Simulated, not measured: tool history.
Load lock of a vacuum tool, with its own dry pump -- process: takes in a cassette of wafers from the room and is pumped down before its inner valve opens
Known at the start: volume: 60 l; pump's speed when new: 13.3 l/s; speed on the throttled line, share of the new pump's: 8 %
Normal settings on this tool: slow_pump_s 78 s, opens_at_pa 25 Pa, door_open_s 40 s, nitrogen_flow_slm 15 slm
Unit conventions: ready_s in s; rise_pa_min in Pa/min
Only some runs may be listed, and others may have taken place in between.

| run | day | slow_pump_s | opens_at_pa | door_open_s | nitrogen_flow_slm | incoming humidity of the room's air, % | ready_s | rise_pa_min |
|---|---|---|---|---|---|---|---|---|
| 1 | 0 | 78 | 25 | 40 | 15 | 46.2 | 108.2 | 0.023 |
| 2 | 25.138 | 78 | 25 | 40 | 15 | 42.9 | 109.1 | 0.014 |
| 3 | 48.092 | 78 | 25 | 40 | 15 | 43.8 | 108.7 | 0.013 |
| 4 | 77.533 | 78 | 25 | 40 | 15 | 48.7 | 108.5 | 0.018 |
| 5 | 103.6 | 78 | 25 | 40 | 15 | 46.7 | 108.2 | 0.016 |
| 6 | 122.512 | 78 | 25 | 40 | 15 | 42.3 | 109.2 | 0.011 |
| 7 | 138.908 | 78 | 25 | 40 | 15 | 48.4 | 109.3 | 0.014 |
| 8 | 153.162 | 43 | 25 | 40 | 15 | 42.7 | 76.8 | 0.018 |
| 9 | 177.233 | 78 | 25 | 40 | 15 | 41.9 | 109.4 | 0.017 |
| 10 | 190.492 | 78 | 25 | 40 | 12 | 44.3 | 109 | 0.019 |
| 11 | 207.275 | 78 | 25 | 40 | 15 | 45.2 | 109.1 | 0.02 |
| 12 | 223.146 | 78 | 25 | 40 | 15 | 46.7 | 110.2 | 0.018 |
| 13 | 253.775 | 78 | 25 | 40 | 15 | 46.9 | 109 | 0.018 |
| 14 | 271.058 | 78 | 25 | 40 | 15 | 44.6 | 109.8 | 0.014 |
|  | 275.012 | dry pump taken out, an overhauled one fitted |
| 15 | 284.175 | 78 | 25 | 40 | 15 | 43.4 | 108.8 | 0.014 |
| 16 | 305.721 | 78 | 25 | 40 | 15 | 44.9 | 109.5 | 0.019 |
| 17 | 324.842 | 78 | 25 | 40 | 15 | 45.3 | 109.3 | 0.015 |
| 18 | 344.038 | 120 | 22 | 40 | 15 | 43.4 | 148 | 0.017 |
| 19 | 367.442 | 43 | 22 | 101 | 19 | 46.1 | 77.5 | 0.026 |
| 20 | 394.258 | 43 | 34 | 42 | 15 | 42 | 76.6 | 0.017 |
| 21 | 420.683 | 84 | 46 | 28 | 28 | 41.8 | 111.9 | 0.013 |
| 22 | 444.404 | 84 | 46 | 28 | 28 | 45.9 | 112.8 | 0.014 |
|  | 452.979 | door's seal changed, seat wiped |
| 23 | 462.604 | 84 | 46 | 28 | 28 | 41.3 | 112.6 | 0.009 |
| 24 | 480.8 | 151 | 19 | 40 | 9 | 46 | 175.9 | 0.024 |
| 25 | 499.462 | 87 | 35 | 86 | 16 | 44.1 | 117.4 | 0.021 |
| 26 | 522.062 | 78 | 28 | 67 | 15 | 49.1 | 109.5 | 0.026 |
| 27 | 541.521 | 78 | 28 | 67 | 15 | 47.6 | 109.4 | 0.02 |
| 28 | 565.629 | 78 | 28 | 67 | 15 | 44.7 | 109.6 | 0.023 |
| 29 | 591.638 | 78 | 28 | 67 | 15 | 43.1 | 109.2 | 0.019 |
| 30 | 605.125 | 78 | 34 | 48 | 15 | 46.1 | 107.5 | 0.021 |
| 31 | 630.138 | 148 | 24 | 43 | 15 | 46.1 | 174.1 | 0.018 |
| 32 | 649.788 | 74 | 34 | 40 | 25 | 44.7 | 105.6 | 0.007 |
| 33 | 669.612 | 74 | 34 | 40 | 25 | 43.7 | 106 | 0.014 |
| 34 | 685.925 | 135 | 50 | 31 | 15 | 47 | 158.4 | 0.01 |

Branching from run 34: 5 alternative next runs. What would each branch give?
| A | 711.296 | 135 | 28 | 113 | 15 | 48.4 | ? | ? |
| B | 711.296 | 118 | 40 | 102 | 15 | 44.4 | ? | ? |
| C | 711.296 | 135 | 50 | 100 | 21 | 44.9 | ? | ? |
| D | 711.296 | 73 | 25 | 40 | 8 | 45.7 | ? | ? |
| E | 711.296 | 135 | 50 | 114 | 29 | 47.3 | ? | ? |

| run | ready_s | rise_pa_min |
|---|---|---|
| A | 160.1 | 0.031 |
| B | 141.9 | 0.024 |
| C | 158.4 | 0.021 |
| D | 105 | 0.019 |
| E | 160.1 | 0.029 |
Stripped of hidden state, with their random variation kept, the same runs would have yielded:
| run | ready_s | rise_pa_min |
|---|---|---|
| A | 160 | 0.031 |
| B | 141.8 | 0.024 |
| C | 158.4 | 0.021 |
| D | 104.9 | 0.018 |
| E | 160 | 0.028 |

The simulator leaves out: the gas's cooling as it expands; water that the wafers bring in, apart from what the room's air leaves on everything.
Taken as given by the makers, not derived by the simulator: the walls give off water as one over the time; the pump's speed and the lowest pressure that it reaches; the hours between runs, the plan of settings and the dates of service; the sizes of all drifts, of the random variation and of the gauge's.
